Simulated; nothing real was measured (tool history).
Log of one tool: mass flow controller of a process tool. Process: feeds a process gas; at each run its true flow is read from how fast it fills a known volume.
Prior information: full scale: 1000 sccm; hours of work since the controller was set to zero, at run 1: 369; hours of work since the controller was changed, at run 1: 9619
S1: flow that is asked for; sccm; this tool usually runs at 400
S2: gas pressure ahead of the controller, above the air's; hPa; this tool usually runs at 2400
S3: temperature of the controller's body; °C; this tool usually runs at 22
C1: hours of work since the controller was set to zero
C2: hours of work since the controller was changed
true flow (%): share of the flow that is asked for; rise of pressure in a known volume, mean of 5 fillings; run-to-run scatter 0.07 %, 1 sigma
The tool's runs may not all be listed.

Run 1, hour 0.0: usual settings; C1 369; C2 9619. Result: true flow (%) 98.37.
At hour 240.5: controller exchanged for a calibrated one.
Run 2, hour 298.8: usual settings; C1 45; C2 45. Result: true flow (%) 98.67.
Run 3, hour 583.1: usual settings; C1 264; C2 264. Result: true flow (%) 98.58.
Run 4, hour 844.6: usual settings; C1 465; C2 465. Result: true flow (%) 98.48.
Run 5, hour 1057.0: usual settings but S2 2560 hPa; C1 628; C2 628. Result: true flow (%) 98.68.
Run 6, hour 1317.9: usual settings but S2 2560 hPa; C1 829; C2 829. Result: true flow (%) 98.68.
Run 7, hour 1617.6: usual settings but S1 450 sccm, S2 2560 hPa; C1 1059; C2 1059. Result: true flow (%) 98.84.
Run 8, hour 1785.9: usual settings but S1 450 sccm, S2 2560 hPa; C1 1189; C2 1189. Result: true flow (%) 98.72.
Run 9, hour 2062.9: usual settings but S1 450 sccm, S2 2560 hPa; C1 1402; C2 1402. Result: true flow (%) 98.74.
Run 10, hour 2328.7: usual settings but S1 166 sccm; C1 1607; C2 1607. Result: true flow (%) 97.93.
Run 11, hour 2552.8: usual settings but S1 166 sccm; C1 1779; C2 1779. Result: true flow (%) 97.95.
Run 12, hour 2900.3: usual settings but S3 36 °C; C1 2046; C2 2046. Result: true flow (%) 98.01.
Run 13, hour 3099.1: usual settings; C1 2199; C2 2199. Result: true flow (%) 98.47.
Run 14, hour 3344.8: usual settings; C1 2388; C2 2388. Result: true flow (%) 98.43.
Run 15, hour 3714.8: usual settings; C1 2673; C2 2673. Result: true flow (%) 98.54.
Run 16, hour 3956.4: usual settings; C1 2859; C2 2859. Result: true flow (%) 98.67.
Run 17, hour 4152.1: usual settings; C1 3009; C2 3009. Result: true flow (%) 98.60.
Run 18, hour 4522.2: usual settings; C1 3294; C2 3294. Result: true flow (%) 98.59.
Run 19, hour 4827.6: usual settings but S2 2160 hPa; C1 3529; C2 3529. Result: true flow (%) 98.56.
Run 20, hour 5128.5: usual settings but S2 1500 hPa; C1 3760; C2 3760. Result: true flow (%) 98.23.
Run 21, hour 5311.6: usual settings; C1 3901; C2 3901. Result: true flow (%) 98.57.
Run 22, hour 5631.9: usual settings; C1 4148; C2 4148. Result: true flow (%) 98.57.
Run 23, hour 5872.1: usual settings; C1 4333; C2 4333. Result: true flow (%) 98.51.
Run 24, hour 6049.9: usual settings; C1 4469; C2 4469. Result: true flow (%) 98.52.
At hour 6124.8: controller's zero set anew.
Run 25, hour 6280.1: usual settings; C1 119; C2 4646. Result: true flow (%) 98.69.
Run 26, hour 6479.4: usual settings but S1 292 sccm, S2 2050 hPa, S3 23 °C; C1 273; C2 4799. Result: true flow (%) 98.06.
Run 27, hour 6770.7: usual settings but S2 1700 hPa, S3 30 °C; C1 497; C2 5024. Result: true flow (%) 97.85.
Run 28, hour 6952.7: usual settings but S2 1700 hPa, S3 30 °C; C1 637; C2 5164. Result: true flow (%) 97.86.
Run 29, hour 7297.1: usual settings but S2 1700 hPa, S3 30 °C; C1 902; C2 5429. Result: true flow (%) 97.94.
Run 30, hour 7484.4: usual settings but S2 1700 hPa, S3 30 °C; C1 1046; C2 5573. Result: true flow (%) 97.84.
Run 31, hour 7817.3: usual settings but S1 261 sccm, S2 2310 hPa, S3 23 °C; C1 1302; C2 5829. Result: true flow (%) 98.29.
Run 32, hour 8115.8: usual settings but S1 261 sccm, S2 2310 hPa, S3 23 °C; C1 1532; C2 6058. Result: true flow (%) 98.08.
Run 33, hour 8308.1: usual settings but S1 261 sccm, S2 2310 hPa, S3 23 °C; C1 1680; C2 6206. Result: true flow (%) 98.05.
Run 34, hour 8515.0: usual settings but S3 20 °C; C1 1839; C2 6365. Result: true flow (%) 98.70.
Run 35, hour 8679.4: usual settings but S1 293 sccm, S2 1440 hPa, S3 31 °C; C1 1965; C2 6492. Result: true flow (%) 97.48.
Run 36, hour 8968.1: usual settings but S1 263 sccm, S3 38 °C; C1 2187; C2 6714. Result: true flow (%) 97.32.
Run 37, hour 9347.4: usual settings but S2 2730 hPa; C1 2479; C2 7006. Result: true flow (%) 98.70.
Run 38, hour 9696.3: usual settings but S1 103 sccm, S2 1580 hPa, S3 31 °C; C1 2748; C2 7274. Result: true flow (%) 96.92.
Run 39, hour 9969.7: usual settings but S1 111 sccm, S3 31 °C; C1 2958; C2 7485. Result: true flow (%) 97.24.
Run 40, hour 10205.0: usual settings but S1 211 sccm, S2 1840 hPa, S3 36 °C; C1 3139; C2 7666. Result: true flow (%) 97.21.
Run 41, hour 10525.3: usual settings but S1 689 sccm, S2 1640 hPa, S3 37 °C; C1 3385; C2 7912. Result: true flow (%) 98.25.

For run 42, what comes out?
Run 42, hour 10718.9: usual settings but S2 1970 hPa, S3 23 °C; C1 3534; C2 8061. Result: true flow (%) ?.

true flow (%): 98.39
The same run, on a tool lacking any hidden state, would have yielded true flow (%) 98.41.
